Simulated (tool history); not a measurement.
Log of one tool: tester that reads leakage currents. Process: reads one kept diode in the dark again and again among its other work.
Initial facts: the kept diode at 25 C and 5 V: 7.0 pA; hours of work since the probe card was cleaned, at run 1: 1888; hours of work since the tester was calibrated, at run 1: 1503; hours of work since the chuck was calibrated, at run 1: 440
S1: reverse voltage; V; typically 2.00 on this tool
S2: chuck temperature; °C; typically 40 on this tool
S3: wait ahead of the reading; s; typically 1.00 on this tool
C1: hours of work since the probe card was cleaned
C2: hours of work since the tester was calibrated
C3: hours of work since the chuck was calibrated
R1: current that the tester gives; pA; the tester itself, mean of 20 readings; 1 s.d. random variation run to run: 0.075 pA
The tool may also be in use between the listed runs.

run,hour,S1,S2,S3,C1,C2,C3,R1
1,0.0,2.00,40,1.00,1888,1503,440,20.87
2,88.1,3.75,40,1.00,1923,1539,475,27.02
3,139.6,3.75,40,1.00,1944,1559,495,27.07
4,202.4,1.71,40,1.00,1969,1584,521,19.99
5,267.0,1.71,40,1.00,1995,1610,546,20.00
6,312.6,1.71,40,1.00,2013,1628,565,19.98
7,405.1,1.71,40,1.00,2050,1665,602,20.17
8,452.9,1.71,40,1.00,2069,1685,621,20.17
9,553.3,2.00,38,1.00,2109,1725,661,18.52
10,619.2,2.00,56,1.00,2136,1751,687,69.89
11,673.2,2.00,40,1.00,2157,1773,709,21.81
12,774.6,2.00,40,1.00,2198,1813,749,22.20
13,845.2,2.00,40,1.00,2226,1842,778,21.96
14,907.5,2.00,34,1.00,2251,1866,803,14.03
15,979.9,2.00,34,1.00,2280,1895,832,14.21
16,1055.8,2.00,23,1.00,2310,1926,862,6.34
17,1131.5,2.00,23,1.00,2341,1956,892,6.38
18,1217.0,18.54,49,1.00,2375,1990,926,103.93
19,1268.3,5.62,56,4.63,2396,2011,947,104.86
# hour 1326.6: chuck's temperature calibrated
20,1327.0,5.62,56,4.63,2418,2033,0,91.94
21,1373.6,2.00,40,4.04,2437,2052,19,19.42
22,1436.3,3.27,40,5.04,2462,2077,44,23.62
# hour 1448.1: probe card cleaned and baked
23,1517.9,1.30,42,0.47,28,2109,75,20.31
24,1559.2,1.30,42,0.47,44,2125,92,20.34
25,1616.3,9.78,38,0.34,67,2148,115,41.11
26,1677.1,3.70,38,3.06,92,2172,139,22.67
27,1765.7,8.66,53,3.27,127,2208,174,91.64
# hour 1790.8: probe card cleaned and baked, once more
28,1847.4,1.82,39,8.02,23,2239,206,16.90
29,1896.6,1.82,36,1.14,42,2259,226,13.68
30,1970.7,2.44,41,1.00,72,2289,255,22.66
31,2041.8,1.91,22,1.00,100,2317,284,4.57
32,2120.0,1.91,22,1.00,132,2348,315,4.69
33,2215.5,3.13,26,2.74,170,2386,353,7.34

Here are 3 independent what-if runs from the current tool condition. What would each one return?
A,2260.8,8.89,20,1.00,188,2405,371,?
B,2260.8,2.00,25,1.00,188,2405,371,?
C,2260.8,3.02,27,5.08,188,2405,371,?

run,R1
A,8.31
B,6.00
C,7.90
Take away the tool's hidden state, keep each run's random variation, and the runs would have read:
run,R1
A,7.48
B,5.51
C,7.23
